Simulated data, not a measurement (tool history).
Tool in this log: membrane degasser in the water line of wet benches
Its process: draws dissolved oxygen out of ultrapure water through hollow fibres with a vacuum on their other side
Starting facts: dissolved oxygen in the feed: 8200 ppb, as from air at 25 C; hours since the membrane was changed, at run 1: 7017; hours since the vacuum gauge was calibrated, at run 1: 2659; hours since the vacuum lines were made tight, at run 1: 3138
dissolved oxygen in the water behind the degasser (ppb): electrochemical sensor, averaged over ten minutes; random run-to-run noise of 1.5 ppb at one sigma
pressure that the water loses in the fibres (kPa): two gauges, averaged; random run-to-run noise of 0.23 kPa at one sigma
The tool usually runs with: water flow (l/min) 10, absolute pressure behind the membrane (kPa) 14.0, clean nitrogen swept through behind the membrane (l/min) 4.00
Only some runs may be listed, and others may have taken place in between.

run	hour	water flow (l/min)	absolute pressure behind the membrane (kPa)	clean nitrogen swept through behind the membrane (l/min)	hours since the membrane was changed	hours since the vacuum gauge was calibrated	hours since the vacuum lines were made tight	dissolved oxygen in the water behind the degasser (ppb)	pressure that the water loses in the fibres (kPa)
1	0.0	10	14.0	4.00	7017	2659	3138	171.5	62.91
2	89.6	10	14.0	4.00	7107	2749	3227	173.3	62.54
3	268.8	10	14.0	4.00	7286	2928	3407	173.4	62.93
4	434.3	10	14.0	4.00	7451	3094	3572	172.8	62.54
5	522.3	10	14.0	4.00	7539	3182	3660	177.4	62.85
6	700.3	10	14.0	4.00	7717	3360	3838	174.5	62.85
7	802.9	10	14.0	4.00	7820	3462	3941	172.1	63.20
8	909.0	10	25.5	4.00	7926	3568	4047	245.3	62.63
9	1044.0	10	22.3	4.00	8061	3703	4182	229.5	63.03
10	1206.5	10	22.3	4.00	8224	3866	4344	229.7	63.30
# hour 1224.6: vacuum gauge calibrated
11	1386.9	10	14.0	6.07	8404	162	4524	153.0	63.76
12	1538.9	10	14.0	6.07	8556	314	4676	156.6	63.43
13	1675.1	7	14.0	4.00	8692	451	4812	109.1	44.39
14	1769.1	7	14.0	4.00	8786	545	4906	107.3	44.41
# hour 1968.3: vacuum gauge calibrated, once more
15	1968.3	10	14.0	3.43	8984	0	5105	189.6	63.62
16	2058.9	10	14.0	3.43	9075	91	5196	195.7	63.68
17	2225.7	14	13.1	11.23	9242	257	5363	221.8	89.35
18	2382.2	10	14.0	6.76	9398	414	5519	155.1	63.72
19	2577.0	10	14.0	7.39	9593	609	5714	152.3	64.37
20	2677.9	10	14.0	7.39	9694	710	5815	152.4	64.23
21	2853.5	8	9.9	7.39	9870	885	5990	99.3	51.22
22	3021.5	10	14.6	7.21	10038	1053	6158	157.1	63.93
23	3187.4	10	14.6	7.21	10204	1219	6324	153.4	64.22
24	3312.7	6	14.0	10.21	10329	1344	6450	63.7	38.66
25	3495.0	8	11.1	11.07	10511	1527	6632	96.5	51.58
26	3590.8	8	11.1	11.07	10607	1622	6728	95.0	51.57
27	3727.3	7	11.1	4.54	10743	1759	6864	97.2	45.12
# hour 3830.7: membrane cartridge changed
28	3919.9	10	14.0	11.46	89	1948	7053	107.3	59.28
29	4025.6	10	14.0	11.46	195	2053	7158	105.5	59.06
30	4126.4	10	12.7	7.36	296	2154	7259	114.2	59.14
# hour 4153.5: seals of the vacuum lines changed
31	4303.5	10	26.8	7.36	471	2329	150	161.9	59.47
32	4461.1	15	20.9	1.68	628	2487	308	514.3	88.84

Pick out some run-to-run changes in dissolved oxygen in the water behind the degasser (ppb). Of each, how much would a tool without hidden state show as well, from the settings, what came in and chance, and how much is left for the hidden state and any gauge scatter not in both results compared?
The hidden state here: membrane still open, %; true pressure behind the membrane over the reading, kPa; air that leaks in behind the membrane, l/min; drift of the gauge itself on oxygen_ppb, %; drift of the gauge itself on loss_of_pressure_kpa, %.
Run 14 -> 15: water flow (l/min) 7 -> 10, clean nitrogen swept through behind the membrane (l/min) 4.00 -> 3.43, vacuum gauge calibrated, once more. dissolved oxygen in the water behind the degasser (ppb) +82.3: hidden state +12.5, all else +69.8.
Run 17 -> 18: water flow (l/min) 14 -> 10, absolute pressure behind the membrane (kPa) 13.1 -> 14.0, clean nitrogen swept through behind the membrane (l/min) 11.23 -> 6.76. dissolved oxygen in the water behind the degasser (ppb) -66.7: hidden state -14.6, all else -52.1.
Run 23 -> 24: water flow (l/min) 10 -> 6, absolute pressure behind the membrane (kPa) 14.6 -> 14.0, clean nitrogen swept through behind the membrane (l/min) 7.21 -> 10.21. dissolved oxygen in the water behind the degasser (ppb) -89.7: hidden state -19.4, all else -70.3.
Run 27 -> 28: water flow (l/min) 7 -> 10, absolute pressure behind the membrane (kPa) 11.1 -> 14.0, clean nitrogen swept through behind the membrane (l/min) 4.54 -> 11.46, membrane cartridge changed. dissolved oxygen in the water behind the degasser (ppb) +10.1: hidden state -24.6, all else +34.7.
Run 31 -> 32: water flow (l/min) 10 -> 15, absolute pressure behind the membrane (kPa) 26.8 -> 20.9, clean nitrogen swept through behind the membrane (l/min) 7.36 -> 1.68. dissolved oxygen in the water behind the degasser (ppb) +352.4: hidden state +4.9, all else +347.5.
